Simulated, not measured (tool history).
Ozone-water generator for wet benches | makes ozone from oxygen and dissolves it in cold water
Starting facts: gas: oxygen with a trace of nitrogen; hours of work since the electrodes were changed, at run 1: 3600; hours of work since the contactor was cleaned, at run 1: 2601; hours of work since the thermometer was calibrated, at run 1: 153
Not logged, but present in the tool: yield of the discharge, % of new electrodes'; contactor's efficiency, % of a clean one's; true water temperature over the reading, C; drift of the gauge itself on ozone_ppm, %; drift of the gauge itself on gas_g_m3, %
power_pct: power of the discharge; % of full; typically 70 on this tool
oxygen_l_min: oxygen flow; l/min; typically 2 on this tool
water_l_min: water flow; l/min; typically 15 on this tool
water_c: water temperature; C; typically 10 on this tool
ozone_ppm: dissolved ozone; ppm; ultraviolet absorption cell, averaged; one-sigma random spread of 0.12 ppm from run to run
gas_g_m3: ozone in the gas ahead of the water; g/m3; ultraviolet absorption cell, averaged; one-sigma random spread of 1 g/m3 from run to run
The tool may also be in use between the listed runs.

run,day,power_pct,oxygen_l_min,water_l_min,water_c,hours of work since the electrodes were changed,hours of work since the contactor was cleaned,hours of work since the thermometer was calibrated,ozone_ppm,gas_g_m3
1,0,70,2,15,10,3600,2601,153,10.1,172.8
2,4.362,70,2,15,10,3695,2695,248,9.9,173.6
3,8.683,70,2,15,10,3789,2789,342,10.1,172
4,13.754,46,2,15,10,3899,2899,452,7.7,134.7
5,18.071,46,2,15,10,3993,2993,545,7.6,133.7
6,20.262,46,2,15,10,4040,3040,593,7.6,136
7,24.208,46,2,15,10,4126,3126,679,7.5,134.5
8,27.338,46,2,15,10,4194,3194,747,7.8,135.7
9,29.808,70,2,15,10,4247,3247,800,10,172.6
10,33,70,2,15,10,4316,3317,869,10,175.9
# day 35.425: contactor cleaned
11,37.908,70,2,15,10,4419,54,972,10,174.5
12,40.158,70,2,15,10,4468,103,1021,9.9,175.5
13,44.096,70,2,17,10,4554,188,1107,8.8,175.2
14,49.083,70,2,17,10,4662,296,1215,8.6,175.8
15,52.167,72,2,17,10,4729,363,1282,8.8,179.2
16,57.038,72,2,17,10,4834,469,1387,8.9,177
17,61.621,72,2,17,10,4934,568,1487,8.8,178.4
18,64.908,70,1.48,15,7,5005,640,1558,9.6,215
19,68.942,70,2,19,10,5093,727,1646,7.8,177.3
20,72.279,88,2,11,10,5165,800,1718,15.4,202.5
21,74.646,55,2,15,10,5217,851,1769,8.7,152.9
22,78.971,55,2,15,10,5310,945,1863,8.9,153.4
23,81.554,92,3.57,14,7,5366,1001,1919,13.4,141.6
24,83.962,70,2,15,7,5419,1053,1972,10,176.2
25,88.642,70,2,15,7,5520,1155,2073,10.1,177.2
26,93.142,70,2,15,7,5618,1252,2171,10.2,178
27,97.267,70,2,15,7,5707,1342,2260,10.2,178.4
28,99.354,62,1.11,15,8,5753,1387,2306,8.5,244.5
# day 100.258: electrodes of the discharge changed
29,103.338,42,2.83,15,16,67,1468,2387,7,103.9
# day 103.696: gauge calibrated
30,105.896,90,2.38,15,10,122,1524,2442,11.8,179.3
31,110.071,90,1.55,15,10,213,1614,2533,11.2,238.2
32,114.025,96,1.06,14,10,299,1700,2618,12,318.9
33,116.429,54,1.61,22,10,351,1752,2671,5.3,171.3
34,119.762,54,1.61,22,10,423,1825,2743,5.6,173.1

Alternative continuations, all from the tool just after run 34; predict every row:
A,123.025,70,1.29,15,10,494,1895,2814,?,?
B,123.025,82,1.61,22,12,494,1895,2814,?,?
C,123.025,55,2.5,15,10,494,1895,2814,?,?

run,ozone_ppm,gas_g_m3
A,9.5,232.9
B,6.8,221.7
C,8.8,130
What these runs would have given with no unlogged condition in the tool:
run,ozone_ppm,gas_g_m3
A,9.5,231.6
B,6.8,220.5
C,8.8,129.3

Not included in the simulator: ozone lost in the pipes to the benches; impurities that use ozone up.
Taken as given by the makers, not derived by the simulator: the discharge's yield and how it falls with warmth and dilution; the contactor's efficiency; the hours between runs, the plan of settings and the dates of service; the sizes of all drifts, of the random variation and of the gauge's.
